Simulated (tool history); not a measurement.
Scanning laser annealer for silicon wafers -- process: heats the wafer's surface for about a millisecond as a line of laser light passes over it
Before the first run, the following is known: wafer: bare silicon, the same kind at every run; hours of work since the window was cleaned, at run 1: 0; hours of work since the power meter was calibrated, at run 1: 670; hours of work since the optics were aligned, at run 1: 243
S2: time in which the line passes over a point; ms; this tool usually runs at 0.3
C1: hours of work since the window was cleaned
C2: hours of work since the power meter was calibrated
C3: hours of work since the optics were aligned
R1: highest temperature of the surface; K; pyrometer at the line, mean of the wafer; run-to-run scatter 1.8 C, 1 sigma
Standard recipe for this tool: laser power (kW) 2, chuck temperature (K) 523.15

run 1 hour=0 | laser_power_(kW)=2 S2=0.3 chuck_temperature_(K)=523.15 | C1=0 C2=670 C3=243 | R1=1338.15
run 2 hour=22.8 | laser_power_(kW)=2 S2=0.3 chuck_temperature_(K)=523.15 | C1=16 C2=686 C3=259 | R1=1336.15
run 3 hour=47.2 | laser_power_(kW)=2 S2=0.3 chuck_temperature_(K)=523.15 | C1=33 C2=703 C3=276 | R1=1331.15
run 4 hour=70.6 | laser_power_(kW)=2 S2=0.338 chuck_temperature_(K)=523.15 | C1=50 C2=720 C3=292 | R1=1388.15
run 5 hour=89.9 | laser_power_(kW)=2 S2=0.3 chuck_temperature_(K)=523.15 | C1=63 C2=733 C3=306 | R1=1328.15
run 6 hour=103.5 | laser_power_(kW)=2.028 S2=0.3 chuck_temperature_(K)=523.15 | C1=73 C2=743 C3=316 | R1=1342.15
run 7 hour=122.5 | laser_power_(kW)=2.028 S2=0.3 chuck_temperature_(K)=523.15 | C1=86 C2=756 C3=329 | R1=1338.15
run 8 hour=138.3 | laser_power_(kW)=2.028 S2=0.3 chuck_temperature_(K)=523.15 | C1=98 C2=767 C3=340 | R1=1339.15
run 9 hour=167.5 | laser_power_(kW)=2.028 S2=0.3 chuck_temperature_(K)=523.15 | C1=118 C2=788 C3=361 | R1=1334.15
run 10 hour=185 | laser_power_(kW)=2.028 S2=0.3 chuck_temperature_(K)=523.15 | C1=131 C2=800 C3=373 | R1=1338.15
run 11 hour=202 | laser_power_(kW)=2.028 S2=0.3 chuck_temperature_(K)=523.15 | C1=143 C2=812 C3=385 | R1=1334.15
run 12 hour=215.6 | laser_power_(kW)=2.028 S2=0.3 chuck_temperature_(K)=523.15 | C1=152 C2=822 C3=395 | R1=1333.15
run 13 hour=231.1 | laser_power_(kW)=2.194 S2=0.352 chuck_temperature_(K)=527.15 | C1=163 C2=833 C3=406 | R1=1514.15
run 14 hour=258.4 | laser_power_(kW)=1.859 S2=0.3 chuck_temperature_(K)=493.15 | C1=182 C2=852 C3=425 | R1=1210.15
run 15 hour=272.8 | laser_power_(kW)=1.859 S2=0.319 chuck_temperature_(K)=560.15 | C1=193 C2=862 C3=435 | R1=1304.15
run 16 hour=292.2 | laser_power_(kW)=1.859 S2=0.319 chuck_temperature_(K)=560.15 | C1=206 C2=876 C3=449 | R1=1302.15
run 17 hour=313.5 | laser_power_(kW)=1.859 S2=0.319 chuck_temperature_(K)=560.15 | C1=221 C2=891 C3=464 | R1=1298.15
run 18 hour=332.4 | laser_power_(kW)=1.778 S2=0.3 chuck_temperature_(K)=523.15 | C1=235 C2=904 C3=477 | R1=1197.15
run 19 hour=362.8 | laser_power_(kW)=1.778 S2=0.3 chuck_temperature_(K)=523.15 | C1=256 C2=926 C3=499 | R1=1194.15
run 20 hour=381.5 | laser_power_(kW)=1.778 S2=0.3 chuck_temperature_(K)=523.15 | C1=269 C2=939 C3=512 | R1=1192.15
run 21 hour=411 | laser_power_(kW)=1.778 S2=0.21 chuck_temperature_(K)=539.15 | C1=290 C2=960 C3=533 | R1=1081.15
run 22 hour=430.6 | laser_power_(kW)=1.778 S2=0.21 chuck_temperature_(K)=539.15 | C1=304 C2=974 C3=547 | R1=1075.15
run 23 hour=453.2 | laser_power_(kW)=1.944 S2=0.263 chuck_temperature_(K)=523.15 | C1=320 C2=990 C3=562 | R1=1215.15
run 24 hour=480.8 | laser_power_(kW)=1.702 S2=0.3 chuck_temperature_(K)=523.15 | C1=339 C2=1009 C3=582 | R1=1146.15

For each run, the measured value with the value that run would have given without the tool's hidden condition subtracted. The run-to-run variation is shared by both, the gauge scatter possibly not:
The hidden state here: light that passes the window, % of a clean one's; laser's true power over the reading, %; width of the line over the set one, %; drift of the gauge itself on peak_c, C.
run=1 R1=-7
run=2 R1=-9
run=3 R1=-12
run=4 R1=-14
run=5 R1=-15
run=6 R1=-16
run=7 R1=-18
run=8 R1=-19
run=9 R1=-21
run=10 R1=-22
run=11 R1=-24
run=12 R1=-25
run=13 R1=-32
run=14 R1=-25
run=15 R1=-28
run=16 R1=-29
run=17 R1=-30
run=18 R1=-29
run=19 R1=-31
run=20 R1=-33
run=21 R1=-27
run=22 R1=-29
run=23 R1=-39
run=24 R1=-37
